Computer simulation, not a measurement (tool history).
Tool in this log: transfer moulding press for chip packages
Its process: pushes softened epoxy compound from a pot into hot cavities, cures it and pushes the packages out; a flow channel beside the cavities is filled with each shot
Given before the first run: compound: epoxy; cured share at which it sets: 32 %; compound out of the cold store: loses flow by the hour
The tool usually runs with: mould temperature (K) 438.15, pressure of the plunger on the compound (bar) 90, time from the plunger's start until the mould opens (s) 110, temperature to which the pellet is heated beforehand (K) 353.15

| run | hour | mould temperature (K) | pressure of the plunger on the compound (bar) | time from the plunger's start until the mould opens (s) | temperature to which the pellet is heated beforehand (K) | incoming compound's hours out of the cold store | length that the compound runs in the flow channel (mm) | greatest force on the pins that push the packages out (N) |
|---|---|---|---|---|---|---|---|---|
| 1 | 0 | 438.15 | 90 | 110 | 353.15 | 45.7 | 753 | 455 |
| 2 | 38 | 438.15 | 108.6 | 110 | 353.15 | 14.5 | 971 | 507 |
|  | 59.3 | cavities cleaned with cleaning compound and waxed |
| 3 | 80.4 | 438.15 | 90 | 94 | 353.15 | 35 | 792 | 482 |
| 4 | 106.2 | 438.15 | 90 | 94 | 353.15 | 46.4 | 743 | 517 |
| 5 | 129.2 | 438.15 | 90 | 94 | 353.15 | 15.1 | 880 | 630 |
| 6 | 176.3 | 438.15 | 90 | 94 | 353.15 | 8.4 | 913 | 704 |
| 7 | 223.2 | 438.15 | 90 | 94 | 353.15 | 17.1 | 864 | 687 |
|  | 244.1 | cavities cleaned with cleaning compound and waxed |
| 8 | 258.8 | 440.15 | 85 | 123 | 353.15 | 44.7 | 721 | 293 |
| 9 | 286.2 | 440.15 | 85 | 123 | 353.15 | 14.9 | 843 | 326 |
| 10 | 335.7 | 436.15 | 100 | 140 | 343.15 | 40.7 | 802 | 383 |
| 11 | 369.4 | 438.15 | 85.3 | 110 | 358.15 | 48 | 709 | 460 |
| 12 | 404.6 | 438.15 | 90 | 110 | 353.15 | 39.8 | 758 | 488 |

Below are 5 alternative next runs, each starting from the tool's condition after run 12. Predict each:
|  | 426.6 | cavities cleaned with cleaning compound and waxed |
| A | 447.9 | 434.15 | 90 | 110 | 353.15 | 17.2 | ? | ? |
|  | 426.6 | cavities cleaned with cleaning compound and waxed |
| B | 447.9 | 435.15 | 90 | 110 | 360.15 | 28.9 | ? | ? |
|  | 426.6 | cavities cleaned with cleaning compound and waxed |
| C | 447.9 | 446.15 | 90 | 110 | 352.15 | 33 | ? | ? |
|  | 426.6 | cavities cleaned with cleaning compound and waxed |
| D | 447.9 | 438.15 | 90 | 110 | 356.15 | 15 | ? | ? |
|  | 426.6 | cavities cleaned with cleaning compound and waxed |
| E | 447.9 | 434.15 | 96.5 | 110 | 351.15 | 12.3 | ? | ? |

| run | length that the compound runs in the flow channel (mm) | greatest force on the pins that push the packages out (N) |
|---|---|---|
| A | 870 | 499 |
| B | 808 | 450 |
| C | 764 | 305 |
| D | 866 | 379 |
| E | 922 | 492 |
Take away the tool's hidden state, keep each run's random variation, and the runs would have read:
| run | length that the compound runs in the flow channel (mm) | greatest force on the pins that push the packages out (N) |
|---|---|---|
| A | 901 | 406 |
| B | 837 | 368 |
| C | 792 | 254 |
| D | 897 | 310 |
| E | 955 | 400 |
